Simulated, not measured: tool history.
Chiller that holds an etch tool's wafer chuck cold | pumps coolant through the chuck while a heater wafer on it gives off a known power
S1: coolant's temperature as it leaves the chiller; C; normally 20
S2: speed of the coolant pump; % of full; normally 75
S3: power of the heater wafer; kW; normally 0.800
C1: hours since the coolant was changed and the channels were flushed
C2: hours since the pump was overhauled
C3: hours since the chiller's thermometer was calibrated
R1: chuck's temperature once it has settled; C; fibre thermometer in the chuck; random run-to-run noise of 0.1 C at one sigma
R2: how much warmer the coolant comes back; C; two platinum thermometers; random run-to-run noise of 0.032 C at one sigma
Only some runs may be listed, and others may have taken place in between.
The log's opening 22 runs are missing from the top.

| run | hour | S1 | S2 | S3 | C1 | C2 | C3 | R1 | R2 |
|---|---|---|---|---|---|---|---|---|---|
|  | 3233.3 | coolant changed, channels flushed |
| 23 | 3385.3 | 23 | 69 | 0.649 | 152 | 11624 | 1274 | 30.9 | 2.71 |
| 24 | 3543.8 | 22 | 72 | 0.649 | 311 | 11782 | 1433 | 29.4 | 2.55 |
| 25 | 3707.8 | 12 | 61 | 0.431 | 475 | 11946 | 1597 | 17.7 | 1.94 |
| 26 | 3852.8 | 18 | 68 | 0.734 | 620 | 12091 | 1742 | 27.1 | 3.00 |
| 27 | 3976.4 | 18 | 68 | 0.734 | 743 | 12215 | 1866 | 27.0 | 3.00 |
| 28 | 4175.4 | 11 | 65 | 0.552 | 942 | 12414 | 2065 | 18.0 | 2.22 |
| 29 | 4317.5 | 19 | 98 | 0.800 | 1084 | 12556 | 2207 | 26.4 | 2.01 |
|  | 4373.7 | coolant pump overhauled |
| 30 | 4445.4 | 20 | 98 | 0.591 | 1207 | 72 | 2330 | 25.3 | 1.37 |
| 31 | 4601.0 | 23 | 75 | 0.800 | 1363 | 227 | 2485 | 32.0 | 2.75 |

What if the next run were any one of these 3? Each begins from the tool's condition after run 31:
| A | 4742.1 | 16 | 75 | 0.800 | 1504 | 368 | 2626 | ? | ? |
| B | 4742.1 | 25 | 75 | 0.800 | 1504 | 368 | 2626 | ? | ? |
| C | 4742.1 | 24 | 76 | 0.939 | 1504 | 368 | 2626 | ? | ? |

| run | R1 | R2 |
|---|---|---|
| A | 25.0 | 2.80 |
| B | 34.2 | 2.79 |
| C | 34.5 | 3.28 |
With no hidden state in the tool, these same runs would have given:
| run | R1 | R2 |
|---|---|---|
| A | 25.0 | 3.25 |
| B | 34.2 | 3.23 |
| C | 34.5 | 3.73 |
